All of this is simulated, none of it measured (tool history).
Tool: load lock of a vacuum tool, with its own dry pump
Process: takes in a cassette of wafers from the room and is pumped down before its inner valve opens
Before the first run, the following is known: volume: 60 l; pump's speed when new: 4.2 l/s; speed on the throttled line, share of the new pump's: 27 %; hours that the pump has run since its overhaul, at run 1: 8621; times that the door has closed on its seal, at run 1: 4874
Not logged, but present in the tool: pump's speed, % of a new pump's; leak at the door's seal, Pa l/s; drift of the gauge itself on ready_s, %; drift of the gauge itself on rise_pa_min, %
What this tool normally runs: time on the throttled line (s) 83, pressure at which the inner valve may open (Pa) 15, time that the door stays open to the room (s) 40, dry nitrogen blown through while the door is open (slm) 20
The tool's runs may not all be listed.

run    hour  time on the throttled line (s)  pressure at which the inner valve may open (Pa)  time that the door stays open to the room (s)  dry nitrogen blown through while the door is open (slm)  hours that the pump has run since its overhaul  times that the door has closed on its seal  incoming humidity of the room's air, %  time from the closed door until the inner valve may open (s)  rise of the pressure with all valves shut (Pa/min)
  1     0.0                              83                                               15                                             40                                                       20                                            8621                                        4874                                    43.5                                                         208.5                                               0.035
  2   114.0                              83                                               15                                             40                                                       20                                            8735                                        5300                                    39.7                                                         212.0                                               0.032
  3   189.4                              83                                               15                                             40                                                       20                                            8810                                        5581                                    47.2                                                         212.6                                               0.040
  4   248.9                              83                                               15                                             40                                                       20                                            8870                                        5804                                    47.3                                                         212.3                                               0.035
  5   339.1                              85                                               15                                             40                                                       20                                            8960                                        6141                                    43.1                                                         212.7                                               0.038
  6   412.8                              83                                               15                                             40                                                       20                                            9034                                        6416                                    45.8                                                         213.1                                               0.041
  7   494.4                              83                                               15                                             40                                                       20                                            9115                                        6721                                    46.6                                                         212.1                                               0.039
  8   569.3                              83                                               15                                            179                                                       20                                            9190                                        7001                                    44.2                                                         209.9                                               0.063
  9   631.5                              83                                               15                                            179                                                       20                                            9252                                        7233                                    43.8                                                         213.6                                               0.065
 10   753.9                              83                                               15                                             40                                                       20                                            9375                                        7691                                    43.5                                                         214.3                                               0.043
 11   840.1                              83                                               30                                             40                                                       20                                            9461                                        8013                                    45.9                                                         200.4                                               0.042
      905.8  -- dry pump taken out, an overhauled one fitted
 12   948.2                              83                                               15                                             40                                                        5                                              42                                        8394                                    46.8                                                         187.3                                               0.054
 13  1025.7                              83                                               15                                             40                                                        5                                             120                                        8684                                    46.7                                                         186.9                                               0.054
 14  1084.4                              83                                               15                                             40                                                        6                                             179                                        8903                                    47.2                                                         187.9                                               0.053
 15  1158.4                              83                                               15                                             40                                                        6                                             253                                        9180                                    47.1                                                         187.4                                               0.055
 16  1238.4                              83                                               15                                             40                                                        6                                             333                                        9479                                    45.1                                                         189.5                                               0.050
 17  1349.3                              83                                               15                                             40                                                        6                                             443                                        9893                                    42.6                                                         188.0                                               0.053
 18  1454.3                              83                                               15                                             40                                                       20                                             548                                       10285                                    45.9                                                         187.0                                               0.041
 19  1548.5                             107                                               15                                             40                                                       20                                             643                                       10637                                    47.6                                                         207.1                                               0.045
 20  1662.4                             107                                               15                                             40                                                       20                                             757                                       11063                                    42.0                                                         205.2                                               0.041
 21  1725.1                              83                                               15                                             40                                                       35                                             819                                       11297                                    50.8                                                         188.8                                               0.039
 22  1826.0                              83                                               14                                             96                                                       35                                             920                                       11674                                    45.4                                                         189.0                                               0.051
 23  1921.7                              83                                               14                                             29                                                        8                                            1016                                       12032                                    45.5                                                         192.9                                               0.052
 24  2019.6                              83                                               14                                             29                                                        8                                            1114                                       12397                                    43.6                                                         188.6                                               0.048
 25  2129.7                              83                                               14                                             29                                                        8                                            1224                                       12809                                    44.2                                                         192.1                                               0.047
 26  2198.0                              75                                               11                                             56                                                        8                                            1292                                       13064                                    45.8                                                         190.4                                               0.062
 27  2278.2                              66                                               15                                             61                                                        8                                            1372                                       13364                                    43.9                                                         176.8                                               0.062
 28  2384.3                              58                                               12                                             61                                                        8                                            1478                                       13760                                    42.3                                                         174.2                                               0.059
 29  2452.1                              58                                               12                                             61                                                        8                                            1546                                       14014                                    43.6                                                         174.9                                               0.061
 30  2566.6                              58                                               12                                             61                                                        8                                            1661                                       14441                                    47.3                                                         176.1                                               0.063
 31  2679.7                              83                                               15                                             28                                                       20                                            1774                                       14864                                    46.4                                                         190.5                                               0.038
 32  2778.6                              83                                               15                                             28                                                       20                                            1873                                       15233                                    44.3                                                         192.1                                               0.043
 33  2843.5                              83                                               16                                             40                                                       19                                            1938                                       15476                                    49.6                                                         189.6                                               0.050
 34  2955.3                              83                                               15                                             95                                                       17                                            2049                                       15893                                    46.0                                                         189.6                                               0.064
 35  3063.3                             119                                               14                                             85                                                       28                                            2158                                       16297                                    50.8                                                         219.2                                               0.055
 36  3182.0                             119                                               14                                             85                                                       28                                            2276                                       16741                                    43.4                                                         218.2                                               0.055
 37  3260.4                              43                                               15                                             27                                                       20                                            2355                                       17034                                    45.5                                                         162.3                                               0.044

Branching from run 37: 4 alternative next runs. What would each branch give?
  A  3384.6                              83                                               25                                             40                                                       20                                            2479                                       17497                                    46.0                                                             ?                                                   ?
  B  3384.6                              83                                               22                                             41                                                       20                                            2479                                       17497                                    45.0                                                             ?                                                   ?
  C  3384.6                              76                                               15                                             26                                                       20                                            2479                                       17497                                    46.4                                                             ?                                                   ?
  D  3384.6                              43                                               15                                             27                                                       13                                            2479                                       17497                                    45.4                                                             ?                                                   ?

run  time from the closed door until the inner valve may open (s)  rise of the pressure with all valves shut (Pa/min)
  A                                                         185.2                                               0.051
  B                                                         186.3                                               0.053
  C                                                         189.1                                               0.049
  D                                                         165.3                                               0.052
With no hidden state in the tool, these same runs would have given:
run  time from the closed door until the inner valve may open (s)  rise of the pressure with all valves shut (Pa/min)
  A                                                         179.3                                               0.033
  B                                                         180.4                                               0.035
  C                                                         182.6                                               0.031
  D                                                         158.0                                               0.033

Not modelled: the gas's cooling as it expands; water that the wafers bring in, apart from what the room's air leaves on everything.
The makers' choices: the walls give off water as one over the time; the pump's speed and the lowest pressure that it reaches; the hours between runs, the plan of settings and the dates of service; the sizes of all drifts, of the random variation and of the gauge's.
